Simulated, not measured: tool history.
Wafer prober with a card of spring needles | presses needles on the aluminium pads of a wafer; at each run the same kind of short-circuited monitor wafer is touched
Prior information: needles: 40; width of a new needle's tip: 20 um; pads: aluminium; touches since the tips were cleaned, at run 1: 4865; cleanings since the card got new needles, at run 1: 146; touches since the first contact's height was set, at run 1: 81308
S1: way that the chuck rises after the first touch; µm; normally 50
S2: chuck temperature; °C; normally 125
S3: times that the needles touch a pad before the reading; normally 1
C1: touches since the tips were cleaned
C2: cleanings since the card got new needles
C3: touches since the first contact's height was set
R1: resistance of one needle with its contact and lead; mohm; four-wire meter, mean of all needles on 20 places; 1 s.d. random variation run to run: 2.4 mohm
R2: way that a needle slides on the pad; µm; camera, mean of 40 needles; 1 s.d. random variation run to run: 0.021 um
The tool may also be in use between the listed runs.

{"run": 1, "day": 0.0, "S1": 50, "S2": 125, "S3": 1, "C1": 4865, "C2": 146, "C3": 81308, "R1": 333, "R2": 10.24}
{"day": 0.317, "done": "tips cleaned on abrasive film"}
{"day": 1.133, "done": "tips cleaned on abrasive film"}
{"day": 2.008, "done": "tips cleaned on abrasive film"}
{"run": 2, "day": 2.325, "S1": 50, "S2": 125, "S3": 1, "C1": 3377, "C2": 149, "C3": 105995, "R1": 335, "R2": 10.2}
{"day": 2.771, "done": "tips cleaned on abrasive film"}
{"day": 2.783, "done": "height of the first contact set anew"}
{"day": 3.558, "done": "tips cleaned on abrasive film"}
{"day": 4.312, "done": "tips cleaned on abrasive film"}
{"run": 3, "day": 4.533, "S1": 50, "S2": 125, "S3": 1, "C1": 2320, "C2": 152, "C3": 18550, "R1": 322, "R2": 10.31}
{"day": 5.183, "done": "tips cleaned on abrasive film"}
{"day": 6.029, "done": "tips cleaned on abrasive film"}
{"day": 6.833, "done": "tips cleaned on abrasive film"}
{"run": 4, "day": 6.938, "S1": 50, "S2": 125, "S3": 1, "C1": 1102, "C2": 155, "C3": 44088, "R1": 304, "R2": 10.27}
{"day": 7.625, "done": "tips cleaned on abrasive film"}
{"day": 8.417, "done": "tips cleaned on abrasive film"}
{"day": 9.225, "done": "tips cleaned on abrasive film"}
{"run": 5, "day": 9.383, "S1": 50, "S2": 125, "S3": 1, "C1": 1676, "C2": 158, "C3": 70039, "R1": 305, "R2": 10.27}
{"day": 10.079, "done": "tips cleaned on abrasive film"}
{"day": 10.783, "done": "tips cleaned on abrasive film"}
{"run": 6, "day": 11.217, "S1": 39, "S2": 125, "S3": 1, "C1": 4614, "C2": 160, "C3": 89520, "R1": 375, "R2": 7.96}
{"day": 11.571, "done": "tips cleaned on abrasive film"}
{"day": 12.346, "done": "tips cleaned on abrasive film"}
{"run": 7, "day": 12.433, "S1": 50, "S2": 96, "S3": 1, "C1": 936, "C2": 162, "C3": 102398, "R1": 296, "R2": 10.18}
{"day": 13.108, "done": "tips cleaned on abrasive film"}
{"day": 13.296, "done": "height of the first contact set anew"}
{"day": 13.95, "done": "tips cleaned on abrasive film"}
{"run": 8, "day": 14.0, "S1": 50, "S2": 96, "S3": 1, "C1": 492, "C2": 164, "C3": 7456, "R1": 287, "R2": 10.3}
{"day": 14.7, "done": "tips cleaned on abrasive film, once more"}
{"day": 15.496, "done": "tips cleaned on abrasive film"}
{"day": 16.325, "done": "tips cleaned on abrasive film"}
{"run": 9, "day": 16.442, "S1": 50, "S2": 125, "S3": 1, "C1": 1247, "C2": 167, "C3": 33396, "R1": 312, "R2": 10.28}
{"day": 17.125, "done": "tips cleaned on abrasive film"}
{"day": 17.971, "done": "tips cleaned on abrasive film"}
{"run": 10, "day": 18.617, "S1": 50, "S2": 107, "S3": 1, "C1": 6892, "C2": 169, "C3": 56503, "R1": 340, "R2": 10.29}
{"day": 18.796, "done": "tips cleaned on abrasive film"}
{"day": 19.65, "done": "tips cleaned on abrasive film"}
{"run": 11, "day": 19.933, "S1": 50, "S2": 65, "S3": 1, "C1": 3035, "C2": 171, "C3": 70470, "R1": 313, "R2": 10.25}
{"day": 20.45, "done": "tips cleaned on abrasive film"}
{"day": 21.208, "done": "tips cleaned on abrasive film"}
{"run": 12, "day": 21.304, "S1": 50, "S2": 65, "S3": 1, "C1": 1027, "C2": 173, "C3": 84986, "R1": 292, "R2": 10.22}
{"day": 21.929, "done": "tips cleaned on abrasive film"}
{"run": 13, "day": 22.625, "S1": 50, "S2": 125, "S3": 1, "C1": 7430, "C2": 174, "C3": 99063, "R1": 349, "R2": 10.21}
{"day": 22.75, "done": "tips cleaned on abrasive film"}
{"day": 23.5, "done": "tips cleaned on abrasive film"}
{"day": 23.679, "done": "height of the first contact set anew"}
{"run": 14, "day": 24.05, "S1": 55, "S2": 113, "S3": 2, "C1": 5720, "C2": 176, "C3": 3966, "R1": 306, "R2": 11.33}
{"day": 24.229, "done": "tips cleaned on abrasive film"}
{"day": 24.933, "done": "tips cleaned on abrasive film"}
{"run": 15, "day": 25.567, "S1": 55, "S2": 113, "S3": 2, "C1": 6756, "C2": 178, "C3": 20045, "R1": 306, "R2": 11.35}
{"day": 25.692, "done": "tips cleaned on abrasive film"}
{"day": 26.492, "done": "tips cleaned on abrasive film"}
{"day": 27.221, "done": "tips cleaned on abrasive film"}
{"day": 27.962, "done": "tips cleaned on abrasive film"}
{"run": 16, "day": 27.962, "S1": 58, "S2": 34, "S3": 2, "C1": 0, "C2": 182, "C3": 45436, "R1": 260, "R2": 11.93}
{"day": 28.788, "done": "tips cleaned on abrasive film"}
{"day": 29.5, "done": "tips cleaned on abrasive film"}
{"run": 17, "day": 29.646, "S1": 60, "S2": 120, "S3": 1, "C1": 1554, "C2": 184, "C3": 63301, "R1": 299, "R2": 12.34}
{"day": 30.342, "done": "tips cleaned on abrasive film"}
{"day": 31.067, "done": "tips cleaned on abrasive film"}
{"run": 18, "day": 31.271, "S1": 58, "S2": 26, "S3": 2, "C1": 2187, "C2": 186, "C3": 80575, "R1": 273, "R2": 11.92}
{"day": 31.779, "done": "tips cleaned on abrasive film"}
{"day": 32.483, "done": "tips cleaned on abrasive film"}
{"run": 19, "day": 32.712, "S1": 64, "S2": 26, "S3": 1, "C1": 2479, "C2": 188, "C3": 95869, "R1": 284, "R2": 13.06}
{"day": 33.242, "done": "tips cleaned on abrasive film"}
{"day": 34.083, "done": "tips cleaned on abrasive film"}
{"day": 34.096, "done": "height of the first contact set anew"}
{"run": 20, "day": 34.758, "S1": 58, "S2": 29, "S3": 2, "C1": 7064, "C2": 190, "C3": 7064, "R1": 288, "R2": 12.02}
{"day": 34.938, "done": "tips cleaned on abrasive film"}
{"day": 35.692, "done": "tips cleaned on abrasive film"}
{"day": 36.475, "done": "tips cleaned on abrasive film"}
{"run": 21, "day": 36.958, "S1": 58, "S2": 29, "S3": 2, "C1": 5169, "C2": 193, "C3": 30426, "R1": 282, "R2": 11.97}
{"day": 37.312, "done": "tips cleaned on abrasive film"}
{"day": 38.017, "done": "tips cleaned on abrasive film"}
{"day": 38.833, "done": "tips cleaned on abrasive film"}
{"run": 22, "day": 39.025, "S1": 48, "S2": 125, "S3": 2, "C1": 2009, "C2": 196, "C3": 52316, "R1": 307, "R2": 9.87}
{"day": 39.629, "done": "tips cleaned on abrasive film"}
{"day": 40.471, "done": "tips cleaned on abrasive film"}
{"day": 41.321, "done": "tips cleaned on abrasive film"}
{"run": 23, "day": 41.621, "S1": 48, "S2": 125, "S3": 2, "C1": 3219, "C2": 199, "C3": 79903, "R1": 315, "R2": 9.81}
{"day": 42.05, "done": "tips cleaned on abrasive film"}
{"day": 42.892, "done": "tips cleaned on abrasive film"}
{"day": 43.725, "done": "tips cleaned on abrasive film"}
{"run": 24, "day": 44.121, "S1": 48, "S2": 125, "S3": 2, "C1": 4204, "C2": 202, "C3": 106414, "R1": 317, "R2": 9.79}
{"day": 44.442, "done": "tips cleaned on abrasive film"}
{"day": 44.454, "done": "height of the first contact set anew"}
{"day": 45.288, "done": "tips cleaned on abrasive film"}
{"day": 45.992, "done": "tips cleaned on abrasive film"}
{"run": 25, "day": 46.625, "S1": 48, "S2": 125, "S3": 2, "C1": 6765, "C2": 205, "C3": 23088, "R1": 324, "R2": 9.88}
{"day": 46.762, "done": "tips cleaned on abrasive film"}
{"day": 47.562, "done": "tips cleaned on abrasive film"}
{"run": 26, "day": 48.204, "S1": 34, "S2": 125, "S3": 1, "C1": 6848, "C2": 207, "C3": 39843, "R1": 427, "R2": 6.97}

3 ways to go on from here, each from the tool as it stands after run 26. What would each give?
{"day": 48.383, "done": "tips cleaned on abrasive film"}
{"day": 49.258, "done": "tips cleaned on abrasive film"}
{"run": "A", "day": 49.796, "S1": 42, "S2": 51, "S3": 1, "C1": 5745, "C2": 209, "C3": 56723, "R1": "?", "R2": "?"}
{"day": 48.383, "done": "tips cleaned on abrasive film"}
{"day": 49.258, "done": "tips cleaned on abrasive film"}
{"run": "B", "day": 49.796, "S1": 40, "S2": 125, "S3": 2, "C1": 5745, "C2": 209, "C3": 56723, "R1": "?", "R2": "?"}
{"day": 48.383, "done": "tips cleaned on abrasive film"}
{"day": 49.258, "done": "tips cleaned on abrasive film"}
{"run": "C", "day": 49.796, "S1": 34, "S2": 70, "S3": 2, "C1": 5745, "C2": 209, "C3": 56723, "R1": "?", "R2": "?"}

run=A R1=359 R2=8.61
run=B R1=339 R2=8.24
run=C R1=361 R2=6.96
Had the tool no hidden state, the same runs would have come out as:
run=A R1=260 R2=8.67
run=B R1=280 R2=8.30
run=C R1=272 R2=7.02
